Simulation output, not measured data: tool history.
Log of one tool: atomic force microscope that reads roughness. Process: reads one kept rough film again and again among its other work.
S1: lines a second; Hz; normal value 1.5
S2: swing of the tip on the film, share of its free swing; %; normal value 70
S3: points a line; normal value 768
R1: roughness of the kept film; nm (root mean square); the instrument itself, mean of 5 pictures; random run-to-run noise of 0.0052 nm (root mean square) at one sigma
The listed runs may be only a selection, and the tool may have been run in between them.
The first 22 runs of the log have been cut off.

Run 23, hour 1243.2: usual settings. Result: R1 0.733 nm (root mean square).
At hour 1267: new tip fitted.
Run 24, hour 1312.9: usual settings but S2 82 %. Result: R1 0.728 nm (root mean square).
At hour 1349.6: new tip fitted.
Run 25, hour 1349.6: usual settings but S1 2.11 Hz, S2 82 %, S3 325. Result: R1 0.742 nm (root mean square).
Run 26, hour 1386.5: usual settings but S1 3.78 Hz, S2 71 %, S3 329. Result: R1 0.691 nm (root mean square).
Run 27, hour 1425.4: usual settings but S1 1.65 Hz, S2 66 %, S3 501. Result: R1 0.704 nm (root mean square).
At hour 1431.7: new tip fitted.
Run 28, hour 1494.8: usual settings but S1 2.53 Hz, S2 67 %, S3 314. Result: R1 0.677 nm (root mean square).
At hour 1501: height scale calibrated on a step standard.
At hour 1514.7: new tip fitted.
Run 29, hour 1572.9: usual settings but S2 64 %, S3 477. Result: R1 0.722 nm (root mean square).
At hour 1597.6: new tip fitted.
Run 30, hour 1605.5: usual settings but S1 0.57 Hz, S2 64 %, S3 439. Result: R1 0.829 nm (root mean square).
Run 31, hour 1653.9: usual settings but S1 0.53 Hz, S2 76 %. Result: R1 0.744 nm (root mean square).
At hour 1660.6: height scale calibrated on a step standard, once more.
At hour 1679.8: new tip fitted.
Run 32, hour 1712.1: usual settings but S1 0.99 Hz, S3 550. Result: R1 0.787 nm (root mean square).
At hour 1765.9: new tip fitted.
Run 33, hour 1786: usual settings but S1 1.02 Hz, S3 769. Result: R1 0.8 nm (root mean square).
Run 34, hour 1827.4: usual settings but S1 1.45 Hz, S3 964. Result: R1 0.717 nm (root mean square).
At hour 1849.6: new tip fitted.
Run 35, hour 1897.6: usual settings but S1 1.51 Hz, S3 423. Result: R1 0.732 nm (root mean square).
At hour 1932.6: new tip fitted.
Run 36, hour 1938.7: usual settings but S1 2.23 Hz, S2 76 %, S3 328. Result: R1 0.761 nm (root mean square).
Run 37, hour 2001.8: usual settings but S2 85 %, S3 327. Result: R1 0.67 nm (root mean square).
At hour 2016.5: new tip fitted.
Run 38, hour 2037.1: usual settings but S2 85 %, S3 327. Result: R1 0.739 nm (root mean square).
Run 39, hour 2080.2: usual settings but S1 2.91 Hz, S2 63 %, S3 327. Result: R1 0.709 nm (root mean square).
At hour 2100.3: new tip fitted.
Run 40, hour 2158.3: usual settings but S1 2.69 Hz, S2 77 %, S3 759. Result: R1 0.668 nm (root mean square).
At hour 2183.1: new tip fitted.
Run 41, hour 2209.5: usual settings but S1 2.69 Hz, S2 77 %, S3 759. Result: R1 0.735 nm (root mean square).
At hour 2267.1: new tip fitted.
Run 42, hour 2277.4: usual settings but S1 0.74 Hz, S2 59 %, S3 314. Result: R1 0.829 nm (root mean square).
Run 43, hour 2336.2: usual settings but S1 0.67 Hz, S2 72 %, S3 875. Result: R1 0.756 nm (root mean square).

Here are 3 independent what-if runs from the current tool condition. What would each one return?
At hour 2349.3: new tip fitted.
Run A, hour 2403.2: usual settings but S1 0.85 Hz, S2 85 %, S3 748. Result: R1 ?.
At hour 2349.3: new tip fitted.
Run B, hour 2403.2: usual settings but S1 3.61 Hz, S2 57 %, S3 875. Result: R1 ?.
At hour 2349.3: new tip fitted.
Run C, hour 2403.2: usual settings but S2 90 %. Result: R1 ?.

run     R1
  A  0.729
  B  0.736
  C  0.675
The same runs, with their run-to-run variation unchanged, on a tool lacking any hidden condition would have given:
run     R1
  A  0.828
  B  0.837
  C  0.768
